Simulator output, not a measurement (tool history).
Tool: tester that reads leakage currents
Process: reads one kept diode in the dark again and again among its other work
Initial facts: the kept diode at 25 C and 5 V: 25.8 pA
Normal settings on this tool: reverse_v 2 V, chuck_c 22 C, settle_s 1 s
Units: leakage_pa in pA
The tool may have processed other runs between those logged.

Run 1, day 0: usual settings. Result: leakage_pa 14.92 pA.
Run 2, day 4.562: usual settings. Result: leakage_pa 15.07 pA.
Run 3, day 9.971: usual settings. Result: leakage_pa 15.4 pA.
Run 4, day 13.675: usual settings. Result: leakage_pa 15.6 pA.
Run 5, day 17.217: usual settings. Result: leakage_pa 15.97 pA.
Run 6, day 24.533: usual settings. Result: leakage_pa 16.3 pA.
Run 7, day 29.829: usual settings. Result: leakage_pa 16.63 pA.
Run 8, day 33.583: usual settings. Result: leakage_pa 17.02 pA.
Run 9, day 40.042: usual settings. Result: leakage_pa 17.41 pA.
Run 10, day 45.475: usual settings. Result: leakage_pa 17.78 pA.
Run 11, day 51.617: usual settings. Result: leakage_pa 18.14 pA.
Run 12, day 55.821: usual settings. Result: leakage_pa 18.48 pA.
Run 13, day 61.05: usual settings but chuck_c 32 C. Result: leakage_pa 40.47 pA.
Run 14, day 66.742: usual settings but chuck_c 32 C. Result: leakage_pa 41.06 pA.
At day 69.917: chuck's temperature calibrated.
Run 15, day 71.621: usual settings but reverse_v 1.86 V, chuck_c 32 C. Result: leakage_pa 34.79 pA.
Run 16, day 77.279: usual settings but settle_s 8.72 s. Result: leakage_pa 17.05 pA.
Run 17, day 81.504: usual settings but settle_s 8.72 s. Result: leakage_pa 17.25 pA.
Run 18, day 88.75: usual settings but settle_s 8.72 s. Result: leakage_pa 17.72 pA.
Run 19, day 93.092: usual settings. Result: leakage_pa 18.39 pA.
Run 20, day 100.583: usual settings. Result: leakage_pa 19.01 pA.
Run 21, day 108.004: usual settings. Result: leakage_pa 19.46 pA.
At day 109.338: probe card cleaned and baked.
Run 22, day 115.829: usual settings but reverse_v 4.05 V, chuck_c 26 C, settle_s 2.98 s. Result: leakage_pa 28.46 pA.
Run 23, day 120.729: usual settings but reverse_v 16.84 V, chuck_c 29 C. Result: leakage_pa 77.74 pA.
Run 24, day 124.992: usual settings but reverse_v 11.09 V, chuck_c 60 C, settle_s 5.68 s. Result: leakage_pa 700.42 pA.
Run 25, day 129.942: usual settings but reverse_v 6.23 V, chuck_c 43 C, settle_s 5.68 s. Result: leakage_pa 150.44 pA.
Run 26, day 136.433: usual settings but reverse_v 2.61 V, chuck_c 46 C, settle_s 0.43 s. Result: leakage_pa 130.33 pA.
At day 140.067: tester calibrated.
Run 27, day 141.375: usual settings but reverse_v 2.24 V, settle_s 0.3 s. Result: leakage_pa 19.18 pA.
Run 28, day 146.121: usual settings but reverse_v 4.93 V, chuck_c 27 C, settle_s 0.93 s. Result: leakage_pa 40.44 pA.
Run 29, day 150.171: usual settings but reverse_v 4.93 V, chuck_c 27 C, settle_s 0.93 s. Result: leakage_pa 40.86 pA.
Run 30, day 157.421: usual settings but chuck_c 20 C, settle_s 2.34 s. Result: leakage_pa 14.92 pA.
At day 160.592: chuck's temperature calibrated.
Run 31, day 161.883: usual settings but reverse_v 9.6 V, chuck_c 24 C, settle_s 3.82 s. Result: leakage_pa 42.25 pA.
Run 32, day 166.858: usual settings but reverse_v 1.08 V, chuck_c 49 C, settle_s 5.56 s. Result: leakage_pa 102.18 pA.
Run 33, day 172.179: usual settings but reverse_v 4.93 V, chuck_c 26 C, settle_s 5.56 s. Result: leakage_pa 34.9 pA.
Run 34, day 177.121: usual settings but reverse_v 4.93 V, chuck_c 26 C, settle_s 5.56 s. Result: leakage_pa 35.63 pA.
Run 35, day 181.988: usual settings but reverse_v 6.31 V, chuck_c 24 C, settle_s 1.34 s. Result: leakage_pa 37.38 pA.
Run 36, day 188.817: usual settings but reverse_v 10.35 V, chuck_c 27 C, settle_s 8.57 s. Result: leakage_pa 61.5 pA.
Run 37, day 195.975: usual settings but reverse_v 11.65 V, chuck_c 58 C. Result: leakage_pa 626.2 pA.
Run 38, day 203.121: usual settings but reverse_v 11.65 V, chuck_c 58 C. Result: leakage_pa 631.57 pA.
Run 39, day 209.062: usual settings but reverse_v 11.83 V, chuck_c 36 C, settle_s 0.48 s. Result: leakage_pa 137.8 pA.
Run 40, day 216.742: usual settings but reverse_v 11.83 V, chuck_c 36 C, settle_s 0.48 s. Result: leakage_pa 141.48 pA.

Alternative continuations, all from the tool just after run 40; predict every row:
Run A, day 220.233: usual settings but reverse_v 3.08 V, chuck_c 50 C, settle_s 4.23 s. Result: leakage_pa ?.
Run B, day 220.233: usual settings but reverse_v 11.83 V, chuck_c 24 C, settle_s 2.46 s. Result: leakage_pa ?.
Run C, day 220.233: usual settings but reverse_v 1.05 V. Result: leakage_pa ?.

run  leakage_pa
  A      196.08
  B       66.12
  C       13.57
Had the tool no hidden state, the same runs would have come out as:
run  leakage_pa
  A      173.78
  B        36.2
  C       10.17

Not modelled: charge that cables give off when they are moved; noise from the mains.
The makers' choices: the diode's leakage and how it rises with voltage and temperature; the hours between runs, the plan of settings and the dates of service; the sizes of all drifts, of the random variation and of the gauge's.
